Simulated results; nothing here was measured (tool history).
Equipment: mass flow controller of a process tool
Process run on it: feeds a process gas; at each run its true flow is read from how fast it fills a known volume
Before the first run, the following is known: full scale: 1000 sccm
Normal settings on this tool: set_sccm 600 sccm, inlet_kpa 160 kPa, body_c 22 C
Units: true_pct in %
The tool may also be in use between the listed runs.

{"run": 1, "hour": 0.0, "set_sccm": 600, "inlet_kpa": 160, "body_c": 22, "true_pct": 99.43}
{"run": 2, "hour": 75.0, "set_sccm": 600, "inlet_kpa": 160, "body_c": 27, "true_pct": 99.91}
{"run": 3, "hour": 162.3, "set_sccm": 600, "inlet_kpa": 160, "body_c": 27, "true_pct": 99.99}
{"run": 4, "hour": 254.7, "set_sccm": 600, "inlet_kpa": 160, "body_c": 27, "true_pct": 100.05}
{"run": 5, "hour": 327.5, "set_sccm": 600, "inlet_kpa": 160, "body_c": 27, "true_pct": 100.03}
{"run": 6, "hour": 402.6, "set_sccm": 600, "inlet_kpa": 229, "body_c": 22, "true_pct": 99.1}
{"run": 7, "hour": 470.5, "set_sccm": 206, "inlet_kpa": 160, "body_c": 22, "true_pct": 99.18}
{"run": 8, "hour": 518.8, "set_sccm": 206, "inlet_kpa": 160, "body_c": 22, "true_pct": 98.98}
{"run": 9, "hour": 616.2, "set_sccm": 206, "inlet_kpa": 160, "body_c": 22, "true_pct": 99.04}
{"run": 10, "hour": 668.2, "set_sccm": 600, "inlet_kpa": 275, "body_c": 22, "true_pct": 98.9}
{"run": 11, "hour": 743.2, "set_sccm": 600, "inlet_kpa": 275, "body_c": 22, "true_pct": 98.95}
{"run": 12, "hour": 844.9, "set_sccm": 151, "inlet_kpa": 160, "body_c": 22, "true_pct": 99}
{"run": 13, "hour": 900.6, "set_sccm": 151, "inlet_kpa": 160, "body_c": 22, "true_pct": 99.16}
{"run": 14, "hour": 1002.2, "set_sccm": 151, "inlet_kpa": 160, "body_c": 22, "true_pct": 99.08}
{"run": 15, "hour": 1086.2, "set_sccm": 151, "inlet_kpa": 160, "body_c": 22, "true_pct": 99.03}
{"run": 16, "hour": 1175.9, "set_sccm": 151, "inlet_kpa": 160, "body_c": 22, "true_pct": 99.1}
{"run": 17, "hour": 1240.3, "set_sccm": 571, "inlet_kpa": 160, "body_c": 22, "true_pct": 99.44}
{"run": 18, "hour": 1296.6, "set_sccm": 571, "inlet_kpa": 160, "body_c": 22, "true_pct": 99.41}
{"run": 19, "hour": 1357.7, "set_sccm": 571, "inlet_kpa": 160, "body_c": 22, "true_pct": 99.51}
{"run": 20, "hour": 1419.2, "set_sccm": 953, "inlet_kpa": 160, "body_c": 37, "true_pct": 101.53}
{"run": 21, "hour": 1504.5, "set_sccm": 352, "inlet_kpa": 160, "body_c": 37, "true_pct": 100.98}
{"run": 22, "hour": 1559.8, "set_sccm": 600, "inlet_kpa": 180, "body_c": 21, "true_pct": 99.25}
{"run": 23, "hour": 1633.7, "set_sccm": 155, "inlet_kpa": 197, "body_c": 27, "true_pct": 99.42}
{"run": 24, "hour": 1732.0, "set_sccm": 484, "inlet_kpa": 179, "body_c": 34, "true_pct": 100.76}
{"run": 25, "hour": 1804.3, "set_sccm": 225, "inlet_kpa": 147, "body_c": 22, "true_pct": 99.08}

For run 26, what comes out?
{"run": 26, "hour": 1876.1, "set_sccm": 554, "inlet_kpa": 144, "body_c": 34, "true_pct": "?"}

{"run 26": {"true_pct": 100.8}}
Take away the tool's hidden state, keep the run-to-run variation as it was, and the same run would have given true_pct 100.8 %.
